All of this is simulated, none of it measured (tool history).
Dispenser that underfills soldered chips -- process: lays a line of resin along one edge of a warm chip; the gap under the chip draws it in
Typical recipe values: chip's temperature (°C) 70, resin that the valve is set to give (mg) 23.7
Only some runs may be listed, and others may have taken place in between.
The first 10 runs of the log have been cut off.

run   hour  chip's temperature (°C)  resin that the valve is set to give (mg)  time until the resin shows at the far edge (s)  resin that the valve gave (mg)
      81.9  -- new syringe of resin
      83.9  -- dispensing valve cleaned and set on the balance
 11   84.6                       70                                      23.7                                           118.2                           23.82
 12   89.8                       70                                      23.7                                           137.8                           23.56
      98.4  -- new syringe of resin
 13  100.9                       77                                      23.7                                            91.9                           23.39
 14  109.1                       77                                      23.7                                           114.2                           23.35
     114.0  -- new syringe of resin
 15  117.1                       77                                      23.7                                            88.7                           23.17
 16  126.0                       81                                      23.7                                            95.8                           22.97
     130.1  -- new syringe of resin
 17  136.3                       81                                      23.7                                            87.6                           22.68
     145.4  -- new syringe of resin
 18  145.4                       82                                      30.6                                            66.5                           29.38
 19  152.2                       81                                      30.6                                            84.5                           28.90
 20  160.1                       62                                      25.8                                           225.1                           24.29
     161.0  -- new syringe of resin
 21  167.4                       62                                      25.8                                           185.6                           24.42
 22  174.1                       65                                      25.9                                           189.2                           24.17
     176.4  -- new syringe of resin
 23  182.6                       65                                      25.9                                           161.4                           24.15
     192.0  -- new syringe of resin
 24  193.4                       59                                      25.9                                           183.2                           23.92
 25  199.5                       66                                      28.0                                           157.4                           25.85
     207.3  -- new syringe of resin
 26  208.7                       66                                      21.0                                           146.5                           19.12
 27  217.6                       72                                      28.1                                           130.4                           25.48
     222.6  -- new syringe of resin
 28  227.9                       72                                      28.1                                           117.1                           25.06
     238.0  -- new syringe of resin
 29  238.5                       65                                      26.6                                           136.9                           23.57
     246.0  -- dispensing valve cleaned and set on the balance
 30  249.0                       68                                      25.2                                           154.5                           24.98
     254.6  -- new syringe of resin
 31  257.0                       80                                      27.7                                            77.0                           27.49
 32  262.7                       80                                      27.7                                            88.5                           27.20
     270.6  -- new syringe of resin
 33  272.3                       80                                      21.8                                            78.0                           21.47

3 options for the next run, each taken on its own from the tool as it stands now. Forecast them:
  A  279.4                       71                                      21.8                                               ?                               ?
  B  279.4                       73                                      21.8                                               ?                               ?
  C  279.4                       73                                      28.1                                               ?                               ?

run  time until the resin shows at the far edge (s)  resin that the valve gave (mg)
  A                                           136.9                           21.23
  B                                           124.0                           21.25
  C                                           119.9                           27.46
Without the tool's hidden state the same runs would have given:
run  time until the resin shows at the far edge (s)  resin that the valve gave (mg)
  A                                           113.7                           21.74
  B                                           102.9                           21.76
  C                                           100.1                           28.11

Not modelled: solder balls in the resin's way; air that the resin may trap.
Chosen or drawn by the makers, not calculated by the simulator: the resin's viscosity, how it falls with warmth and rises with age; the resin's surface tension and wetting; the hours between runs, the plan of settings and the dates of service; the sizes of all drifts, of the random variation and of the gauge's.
